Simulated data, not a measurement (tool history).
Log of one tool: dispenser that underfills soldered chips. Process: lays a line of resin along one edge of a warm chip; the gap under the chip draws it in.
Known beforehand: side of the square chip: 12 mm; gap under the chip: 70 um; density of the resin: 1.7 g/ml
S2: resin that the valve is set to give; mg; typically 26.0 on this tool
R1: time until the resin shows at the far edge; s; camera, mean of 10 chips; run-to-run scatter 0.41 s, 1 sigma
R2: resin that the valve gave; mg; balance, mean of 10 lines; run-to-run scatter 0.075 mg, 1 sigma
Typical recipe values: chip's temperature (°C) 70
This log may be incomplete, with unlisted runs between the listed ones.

run 1 hour=0.0 | chip's_temperature_(°C)=70 S2=26.0 | R1=28.4 R2=25.40
run 2 hour=5.1 | chip's_temperature_(°C)=70 S2=26.0 | R1=31.5 R2=25.46
run 3 hour=9.6 | chip's_temperature_(°C)=70 S2=26.0 | R1=35.3 R2=25.25
run 4 hour=14.2 | chip's_temperature_(°C)=56 S2=26.0 | R1=62.2 R2=25.26
-- hour=16.9 new syringe of resin
run 5 hour=17.8 | chip's_temperature_(°C)=56 S2=26.0 | R1=44.8 R2=25.16
run 6 hour=21.1 | chip's_temperature_(°C)=70 S2=26.0 | R1=31.6 R2=25.00
run 7 hour=26.3 | chip's_temperature_(°C)=70 S2=26.0 | R1=34.9 R2=24.89
run 8 hour=29.1 | chip's_temperature_(°C)=70 S2=26.0 | R1=38.1 R2=24.95
-- hour=33.6 new syringe of resin
run 9 hour=34.0 | chip's_temperature_(°C)=70 S2=26.0 | R1=28.7 R2=24.83
run 10 hour=39.6 | chip's_temperature_(°C)=70 S2=26.0 | R1=32.9 R2=24.86
-- hour=42.9 dispensing valve cleaned and set on the balance
run 11 hour=44.6 | chip's_temperature_(°C)=59 S2=26.0 | R1=50.3 R2=26.14
run 12 hour=47.8 | chip's_temperature_(°C)=59 S2=26.0 | R1=53.8 R2=25.93
-- hour=51.3 new syringe of resin
run 13 hour=51.6 | chip's_temperature_(°C)=70 S2=26.7 | R1=28.9 R2=26.63
run 14 hour=55.6 | chip's_temperature_(°C)=70 S2=26.7 | R1=30.5 R2=26.61
run 15 hour=59.3 | chip's_temperature_(°C)=70 S2=26.0 | R1=34.6 R2=25.72
run 16 hour=64.2 | chip's_temperature_(°C)=70 S2=26.0 | R1=37.8 R2=25.75
-- hour=67.9 new syringe of resin
run 17 hour=68.6 | chip's_temperature_(°C)=70 S2=26.0 | R1=29.0 R2=25.59
run 18 hour=71.3 | chip's_temperature_(°C)=79 S2=26.0 | R1=23.4 R2=25.65
run 19 hour=74.2 | chip's_temperature_(°C)=79 S2=26.0 | R1=24.4 R2=25.65
run 20 hour=78.3 | chip's_temperature_(°C)=82 S2=24.1 | R1=25.5 R2=23.79
run 21 hour=82.0 | chip's_temperature_(°C)=60 S2=26.0 | R1=52.5 R2=25.44
-- hour=84.9 new syringe of resin
run 22 hour=87.9 | chip's_temperature_(°C)=70 S2=28.5 | R1=30.5 R2=27.77
run 23 hour=91.4 | chip's_temperature_(°C)=70 S2=28.5 | R1=32.5 R2=27.68
run 24 hour=93.8 | chip's_temperature_(°C)=77 S2=28.6 | R1=28.7 R2=27.86
run 25 hour=96.5 | chip's_temperature_(°C)=77 S2=24.3 | R1=30.6 R2=23.62
-- hour=101.6 new syringe of resin
run 26 hour=101.9 | chip's_temperature_(°C)=77 S2=24.3 | R1=24.2 R2=23.66
run 27 hour=104.8 | chip's_temperature_(°C)=71 S2=28.1 | R1=30.6 R2=27.23
run 28 hour=109.8 | chip's_temperature_(°C)=71 S2=28.1 | R1=34.1 R2=27.18
run 29 hour=112.7 | chip's_temperature_(°C)=71 S2=28.1 | R1=35.9 R2=26.95
-- hour=118.5 new syringe of resin
run 30 hour=118.8 | chip's_temperature_(°C)=71 S2=28.1 | R1=27.8 R2=27.00
-- hour=122.4 dispensing valve cleaned and set on the balance
run 31 hour=124.0 | chip's_temperature_(°C)=71 S2=30.3 | R1=30.8 R2=30.15
run 32 hour=129.5 | chip's_temperature_(°C)=56 S2=28.9 | R1=55.8 R2=28.78
run 33 hour=133.4 | chip's_temperature_(°C)=61 S2=23.5 | R1=54.2 R2=23.30
-- hour=136.3 new syringe of resin
run 34 hour=136.6 | chip's_temperature_(°C)=62 S2=25.7 | R1=38.1 R2=25.44
run 35 hour=139.1 | chip's_temperature_(°C)=81 S2=23.1 | R1=22.5 R2=22.81
run 36 hour=141.6 | chip's_temperature_(°C)=57 S2=26.0 | R1=49.4 R2=25.83

Below are 4 alternative next runs, each starting from the tool's condition after run 36. Predict each:
run A hour=147.3 | chip's_temperature_(°C)=64 S2=26.0 | R1=? R2=?
run B hour=147.3 | chip's_temperature_(°C)=74 S2=30.9 | R1=? R2=?
run C hour=147.3 | chip's_temperature_(°C)=67 S2=26.0 | R1=? R2=?
run D hour=147.3 | chip's_temperature_(°C)=68 S2=26.0 | R1=? R2=?

run=A R1=44.5 R2=25.52
run=B R1=32.0 R2=30.24
run=C R1=40.9 R2=25.56
run=D R1=39.6 R2=25.55
The same runs, with their run-to-run variation unchanged, on a tool lacking any hidden condition would have given:
run=A R1=33.7 R2=25.96
run=B R1=24.3 R2=30.76
run=C R1=31.1 R2=26.00
run=D R1=30.0 R2=25.99
